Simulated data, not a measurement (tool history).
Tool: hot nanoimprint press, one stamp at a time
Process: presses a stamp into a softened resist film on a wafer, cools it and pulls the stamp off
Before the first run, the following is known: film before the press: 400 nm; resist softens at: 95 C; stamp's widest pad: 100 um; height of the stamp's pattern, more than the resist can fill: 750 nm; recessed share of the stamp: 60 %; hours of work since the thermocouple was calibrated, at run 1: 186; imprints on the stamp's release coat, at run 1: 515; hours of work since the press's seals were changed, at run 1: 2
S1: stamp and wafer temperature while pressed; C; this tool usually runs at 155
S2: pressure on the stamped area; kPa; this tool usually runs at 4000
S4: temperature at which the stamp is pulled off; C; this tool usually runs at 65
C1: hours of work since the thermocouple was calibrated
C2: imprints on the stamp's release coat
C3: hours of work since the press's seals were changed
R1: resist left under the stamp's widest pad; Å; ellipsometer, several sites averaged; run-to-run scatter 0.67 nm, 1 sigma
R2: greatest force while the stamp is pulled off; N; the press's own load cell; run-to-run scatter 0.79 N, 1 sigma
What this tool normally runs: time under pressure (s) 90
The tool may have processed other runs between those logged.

{"run": 1, "day": 0.0, "S1": 155, "S2": 4000, "time under pressure (s)": 90, "S4": 65, "C1": 186, "C2": 515, "C3": 2, "R1": 2016, "R2": 127.0}
{"run": 2, "day": 1.058, "S1": 157, "S2": 4000, "time under pressure (s)": 90, "S4": 65, "C1": 201, "C2": 578, "C3": 17, "R1": 1808, "R2": 127.9}
{"run": 3, "day": 2.054, "S1": 165, "S2": 4000, "time under pressure (s)": 90, "S4": 65, "C1": 215, "C2": 637, "C3": 31, "R1": 1175, "R2": 127.8}
{"run": 4, "day": 3.0, "S1": 165, "S2": 4000, "time under pressure (s)": 179, "S4": 65, "C1": 229, "C2": 693, "C3": 45, "R1": 899, "R2": 127.7}
{"run": 5, "day": 3.521, "S1": 165, "S2": 4000, "time under pressure (s)": 179, "S4": 65, "C1": 237, "C2": 724, "C3": 53, "R1": 895, "R2": 129.0}
{"run": 6, "day": 4.062, "S1": 161, "S2": 4000, "time under pressure (s)": 179, "S4": 65, "C1": 244, "C2": 757, "C3": 60, "R1": 1115, "R2": 127.8}
{"run": 7, "day": 5.029, "S1": 161, "S2": 4000, "time under pressure (s)": 179, "S4": 65, "C1": 258, "C2": 814, "C3": 74, "R1": 1104, "R2": 129.3}
{"run": 8, "day": 5.604, "S1": 161, "S2": 4000, "time under pressure (s)": 179, "S4": 65, "C1": 267, "C2": 848, "C3": 83, "R1": 1101, "R2": 129.0}
{"day": 6.196, "done": "stamp cleaned and given a new release coat"}
{"run": 9, "day": 6.792, "S1": 155, "S2": 4000, "time under pressure (s)": 133, "S4": 65, "C1": 280, "C2": 35, "C3": 96, "R1": 1733, "R2": 119.7}
{"run": 10, "day": 7.358, "S1": 155, "S2": 4000, "time under pressure (s)": 91, "S4": 65, "C1": 288, "C2": 69, "C3": 104, "R1": 1979, "R2": 119.0}
{"run": 11, "day": 7.904, "S1": 155, "S2": 4000, "time under pressure (s)": 91, "S4": 65, "C1": 296, "C2": 101, "C3": 112, "R1": 1978, "R2": 119.8}
{"run": 12, "day": 8.879, "S1": 155, "S2": 4000, "time under pressure (s)": 91, "S4": 65, "C1": 310, "C2": 159, "C3": 126, "R1": 1967, "R2": 121.5}
{"day": 9.088, "done": "plate thermocouple calibrated"}
{"run": 13, "day": 9.679, "S1": 155, "S2": 4000, "time under pressure (s)": 91, "S4": 65, "C1": 9, "C2": 199, "C3": 136, "R1": 1942, "R2": 118.9}
{"run": 14, "day": 10.729, "S1": 154, "S2": 4000, "time under pressure (s)": 90, "S4": 65, "C1": 24, "C2": 262, "C3": 151, "R1": 2041, "R2": 121.6}
{"day": 11.208, "done": "plate thermocouple calibrated, once more"}
{"run": 15, "day": 11.917, "S1": 154, "S2": 4000, "time under pressure (s)": 90, "S4": 65, "C1": 10, "C2": 325, "C3": 166, "R1": 2189, "R2": 124.7}
{"run": 16, "day": 12.946, "S1": 150, "S2": 4590, "time under pressure (s)": 174, "S4": 52, "C1": 25, "C2": 386, "C3": 181, "R1": 2067, "R2": 172.4}
{"run": 17, "day": 13.792, "S1": 157, "S2": 4590, "time under pressure (s)": 47, "S4": 52, "C1": 37, "C2": 437, "C3": 193, "R1": 2197, "R2": 176.3}
{"run": 18, "day": 14.596, "S1": 157, "S2": 4590, "time under pressure (s)": 47, "S4": 52, "C1": 49, "C2": 485, "C3": 205, "R1": 2185, "R2": 175.2}
{"run": 19, "day": 15.504, "S1": 155, "S2": 4000, "time under pressure (s)": 90, "S4": 66, "C1": 62, "C2": 539, "C3": 218, "R1": 2063, "R2": 124.1}
{"run": 20, "day": 16.525, "S1": 155, "S2": 4000, "time under pressure (s)": 148, "S4": 64, "C1": 77, "C2": 599, "C3": 233, "R1": 1742, "R2": 132.4}
{"run": 21, "day": 17.279, "S1": 158, "S2": 4000, "time under pressure (s)": 79, "S4": 72, "C1": 87, "C2": 644, "C3": 244, "R1": 1852, "R2": 103.3}
{"run": 22, "day": 17.742, "S1": 155, "S2": 2480, "time under pressure (s)": 106, "S4": 65, "C1": 94, "C2": 672, "C3": 250, "R1": 2410, "R2": 129.5}
{"run": 23, "day": 18.183, "S1": 163, "S2": 4110, "time under pressure (s)": 49, "S4": 64, "C1": 100, "C2": 698, "C3": 257, "R1": 1665, "R2": 132.4}
{"run": 24, "day": 18.708, "S1": 163, "S2": 4110, "time under pressure (s)": 49, "S4": 64, "C1": 108, "C2": 729, "C3": 264, "R1": 1663, "R2": 133.0}
{"run": 25, "day": 19.392, "S1": 155, "S2": 5810, "time under pressure (s)": 106, "S4": 65, "C1": 118, "C2": 770, "C3": 274, "R1": 1621, "R2": 131.6}
{"run": 26, "day": 20.029, "S1": 156, "S2": 5390, "time under pressure (s)": 106, "S4": 58, "C1": 127, "C2": 808, "C3": 283, "R1": 1593, "R2": 156.3}
{"run": 27, "day": 20.829, "S1": 155, "S2": 4740, "time under pressure (s)": 90, "S4": 65, "C1": 139, "C2": 856, "C3": 295, "R1": 1885, "R2": 130.6}
{"day": 21.258, "done": "stamp cleaned and given a new release coat"}
{"run": 28, "day": 21.525, "S1": 160, "S2": 5350, "time under pressure (s)": 126, "S4": 71, "C1": 145, "C2": 16, "C3": 301, "R1": 1180, "R2": 100.5}
{"run": 29, "day": 22.479, "S1": 160, "S2": 5350, "time under pressure (s)": 126, "S4": 71, "C1": 159, "C2": 73, "C3": 315, "R1": 1182, "R2": 101.0}
{"run": 30, "day": 23.179, "S1": 160, "S2": 5350, "time under pressure (s)": 126, "S4": 71, "C1": 169, "C2": 115, "C3": 325, "R1": 1175, "R2": 100.9}

Table of differences, measured result less the result of that run with no hidden state. Run-to-run variation is the same in both. Gauge scatter possibly is not:
What the log doesn't record here: true temperature over the reading, C; pressure that arrives at the usual setting, %; grip of the stamp's worn release coat, % over a new coat's; drift of the gauge itself on residual_nm, %; drift of the gauge itself on pull_off_n, %.
run=1 R1=-59 R2=+4.3
run=2 R1=-57 R2=+4.9
run=3 R1=-39 R2=+5.5
run=4 R1=-32 R2=+6.0
run=5 R1=-33 R2=+6.4
run=6 R1=-45 R2=+6.6
run=7 R1=-47 R2=+7.2
run=8 R1=-48 R2=+7.5
run=9 R1=-80 R2=-2.6
run=10 R1=-87 R2=-2.3
run=11 R1=-90 R2=-2.0
run=12 R1=-93 R2=-1.5
run=13 R1=-126 R2=-2.1
run=14 R1=-135 R2=-1.5
run=15 R1=+17 R2=+4.2
run=16 R1=+14 R2=+6.6
run=17 R1=+10 R2=+7.5
run=18 R1=+6 R2=+8.1
run=19 R1=+1 R2=+6.2
run=20 R1=-3 R2=+7.2
run=21 R1=-5 R2=+5.8
run=22 R1=-13 R2=+7.7
run=23 R1=-6 R2=+8.2
run=24 R1=-8 R2=+8.5
run=25 R1=-8 R2=+8.7
run=26 R1=-10 R2=+11.1
run=27 R1=-18 R2=+9.5
run=28 R1=-11 R2=-1.1
run=29 R1=-13 R2=-0.6
run=30 R1=-14 R2=-0.3

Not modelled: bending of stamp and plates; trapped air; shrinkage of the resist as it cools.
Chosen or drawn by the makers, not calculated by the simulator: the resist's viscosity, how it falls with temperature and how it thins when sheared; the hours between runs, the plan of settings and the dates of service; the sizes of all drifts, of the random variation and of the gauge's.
